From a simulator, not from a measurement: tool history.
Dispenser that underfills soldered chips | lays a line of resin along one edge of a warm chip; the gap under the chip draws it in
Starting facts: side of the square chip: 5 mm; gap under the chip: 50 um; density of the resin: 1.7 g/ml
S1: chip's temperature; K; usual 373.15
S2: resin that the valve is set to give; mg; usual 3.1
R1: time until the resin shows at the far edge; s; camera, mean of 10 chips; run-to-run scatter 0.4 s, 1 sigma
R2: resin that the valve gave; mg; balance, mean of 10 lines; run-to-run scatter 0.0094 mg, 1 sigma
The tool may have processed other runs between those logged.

| run | hour | S1 | S2 | R1 | R2 |
|---|---|---|---|---|---|
| 1 | 0 | 373.15 | 3.1 | 25.7 | 3.023 |
| 2 | 5.6 | 373.15 | 3.1 | 30.8 | 3.034 |
| 3 | 12.1 | 373.15 | 3.1 | 36.4 | 3.012 |
|  | 16.7 | new syringe of resin |
| 4 | 19.6 | 373.15 | 3.1 | 26.9 | 3.017 |
| 5 | 23.8 | 373.15 | 3.1 | 30.7 | 2.995 |
| 6 | 30.2 | 373.15 | 3.58 | 36.1 | 3.47 |
|  | 33.9 | new syringe of resin |
| 7 | 37.8 | 373.15 | 3.1 | 28.3 | 2.981 |
| 8 | 45.6 | 376.15 | 3.1 | 30.4 | 2.988 |
|  | 51.3 | new syringe of resin |
| 9 | 51.4 | 387.15 | 3.26 | 14.7 | 3.129 |
|  | 53.1 | dispensing valve cleaned and set on the balance |
| 10 | 58.7 | 368.15 | 3.85 | 34.8 | 3.87 |
| 11 | 66.9 | 368.15 | 3.85 | 44.4 | 3.83 |
|  | 69.8 | new syringe of resin |
| 12 | 75.3 | 387.15 | 3.7 | 15.7 | 3.689 |
| 13 | 80.1 | 387.15 | 2.78 | 19.2 | 2.768 |

Branching from run 13: 3 alternative next runs. What would each branch give?
|  | 87.4 | new syringe of resin |
| A | 87.8 | 367.15 | 3.92 | ? | ? |
|  | 87.4 | new syringe of resin |
| B | 87.8 | 364.15 | 3.31 | ? | ? |
|  | 87.4 | new syringe of resin |
| C | 87.8 | 373.15 | 2.86 | ? | ? |

| run | R1 | R2 |
|---|---|---|
| A | 31.1 | 3.872 |
| B | 35.1 | 3.281 |
| C | 24.6 | 2.826 |
With the hidden condition removed and each run's random variation left untouched, the same runs would have given:
| run | R1 | R2 |
|---|---|---|
| A | 32.4 | 3.901 |
| B | 36.7 | 3.307 |
| C | 25.6 | 2.847 |

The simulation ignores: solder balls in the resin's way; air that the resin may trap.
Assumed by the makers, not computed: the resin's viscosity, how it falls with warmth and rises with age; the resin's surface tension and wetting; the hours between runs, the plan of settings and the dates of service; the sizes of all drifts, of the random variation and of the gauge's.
